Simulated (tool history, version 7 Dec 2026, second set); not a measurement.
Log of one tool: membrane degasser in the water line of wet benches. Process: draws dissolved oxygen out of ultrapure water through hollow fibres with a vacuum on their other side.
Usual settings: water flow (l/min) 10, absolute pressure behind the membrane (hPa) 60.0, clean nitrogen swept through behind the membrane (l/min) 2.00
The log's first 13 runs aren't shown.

| run | day | water flow (l/min) | absolute pressure behind the membrane (hPa) | clean nitrogen swept through behind the membrane (l/min) | dissolved oxygen in the water behind the degasser (ppb) | pressure that the water loses in the fibres (hPa) |
|---|---|---|---|---|---|---|
| 14 | 122.867 | 10 | 60.0 | 2.00 | 50.4 | 401.6 |
| 15 | 134.738 | 10 | 60.0 | 2.00 | 52.2 | 401.2 |
| 16 | 144.871 | 10 | 96.4 | 2.00 | 98.0 | 403.4 |
| 17 | 153.658 | 11 | 96.4 | 2.41 | 94.8 | 439.3 |
| 18 | 164.225 | 11 | 96.4 | 2.41 | 97.1 | 438.3 |
| 19 | 176.133 | 8 | 81.0 | 1.15 | 96.8 | 316.8 |
|  | 179.258 | seals of the vacuum lines changed |
| 20 | 188.542 | 8 | 41.2 | 0.91 | 31.1 | 323.3 |
| 21 | 197.383 | 10 | 60.0 | 4.51 | 32.4 | 401.6 |
| 22 | 204.167 | 9 | 122.9 | 4.26 | 60.8 | 363.5 |
| 23 | 212.746 | 10 | 60.0 | 3.01 | 41.3 | 403.5 |
| 24 | 222.183 | 10 | 60.0 | 3.01 | 41.2 | 402.2 |
| 25 | 235.438 | 10 | 60.0 | 3.01 | 41.5 | 405.1 |
| 26 | 247.421 | 12 | 117.1 | 2.96 | 116.2 | 488.4 |
| 27 | 259.325 | 12 | 117.1 | 2.96 | 114.1 | 488.0 |
| 28 | 265.158 | 12 | 117.1 | 2.96 | 115.3 | 487.1 |
| 29 | 272.617 | 12 | 117.1 | 2.22 | 140.8 | 489.0 |
| 30 | 285.217 | 12 | 142.2 | 2.46 | 166.0 | 484.4 |
| 31 | 292.383 | 12 | 142.2 | 2.46 | 160.9 | 488.8 |

Forecast each of these 3 alternatives for the next run:
| A | 301.617 | 10 | 60.0 | 0.98 | ? | ? |
| B | 301.617 | 16 | 60.0 | 0.93 | ? | ? |
| C | 301.617 | 12 | 56.2 | 4.50 | ? | ? |

| run | dissolved oxygen in the water behind the degasser (ppb) | pressure that the water loses in the fibres (hPa) |
|---|---|---|
| A | 92.2 | 409.3 |
| B | 178.9 | 652.4 |
| C | 48.4 | 495.8 |
Without the tool's hidden state the same runs would have given:
| run | dissolved oxygen in the water behind the degasser (ppb) | pressure that the water loses in the fibres (hPa) |
|---|---|---|
| A | 78.8 | 386.5 |
| B | 152.2 | 616.0 |
| C | 37.7 | 468.4 |
